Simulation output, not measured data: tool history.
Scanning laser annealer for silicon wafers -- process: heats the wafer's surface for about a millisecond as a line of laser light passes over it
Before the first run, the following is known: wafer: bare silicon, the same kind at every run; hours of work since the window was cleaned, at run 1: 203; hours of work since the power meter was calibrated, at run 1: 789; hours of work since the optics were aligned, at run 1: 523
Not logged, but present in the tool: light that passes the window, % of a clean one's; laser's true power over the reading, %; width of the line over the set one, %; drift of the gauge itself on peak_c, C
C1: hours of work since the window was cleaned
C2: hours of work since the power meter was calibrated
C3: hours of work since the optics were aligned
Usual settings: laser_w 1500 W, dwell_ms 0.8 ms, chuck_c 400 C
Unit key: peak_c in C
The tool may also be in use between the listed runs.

{"run": 1, "hour": 0.0, "laser_w": 1500, "dwell_ms": 0.8, "chuck_c": 400, "C1": 203, "C2": 789, "C3": 523, "peak_c": 1091}
{"run": 2, "hour": 72.0, "laser_w": 1500, "dwell_ms": 0.8, "chuck_c": 400, "C1": 246, "C2": 831, "C3": 565, "peak_c": 1083}
{"run": 3, "hour": 114.9, "laser_w": 1500, "dwell_ms": 0.8, "chuck_c": 400, "C1": 271, "C2": 856, "C3": 590, "peak_c": 1081}
{"run": 4, "hour": 153.7, "laser_w": 1500, "dwell_ms": 0.8, "chuck_c": 400, "C1": 293, "C2": 879, "C3": 613, "peak_c": 1076}
{"hour": 179.2, "done": "window over the wafer cleaned"}
{"run": 5, "hour": 197.2, "laser_w": 1500, "dwell_ms": 0.8, "chuck_c": 400, "C1": 11, "C2": 903, "C3": 637, "peak_c": 1115}
{"run": 6, "hour": 257.1, "laser_w": 1500, "dwell_ms": 0.8, "chuck_c": 400, "C1": 46, "C2": 938, "C3": 672, "peak_c": 1112}
{"run": 7, "hour": 291.0, "laser_w": 1571, "dwell_ms": 0.8, "chuck_c": 374, "C1": 65, "C2": 958, "C3": 692, "peak_c": 1126}
{"run": 8, "hour": 332.5, "laser_w": 1571, "dwell_ms": 0.8, "chuck_c": 374, "C1": 90, "C2": 982, "C3": 716, "peak_c": 1120}
{"run": 9, "hour": 408.3, "laser_w": 1571, "dwell_ms": 0.8, "chuck_c": 374, "C1": 134, "C2": 1026, "C3": 761, "peak_c": 1115}
{"run": 10, "hour": 442.8, "laser_w": 1571, "dwell_ms": 0.936, "chuck_c": 374, "C1": 154, "C2": 1047, "C3": 781, "peak_c": 1170}
{"run": 11, "hour": 477.6, "laser_w": 1500, "dwell_ms": 0.86, "chuck_c": 391, "C1": 174, "C2": 1067, "C3": 801, "peak_c": 1111}

Pick out some run-to-run changes in peak_c. Of each, how much would a tool without hidden state show as well, from the settings, what came in and chance, and how much is left for the hidden state and any gauge scatter not in both results compared?
Run 4 -> 5: window over the wafer cleaned. peak_c +39 C: hidden state +40, all else -1.
Run 10 -> 11: laser_w 1571 -> 1500, dwell_ms 0.936 -> 0.86, chuck_c 374 -> 391. peak_c -59 C: hidden state +1, all else -60.
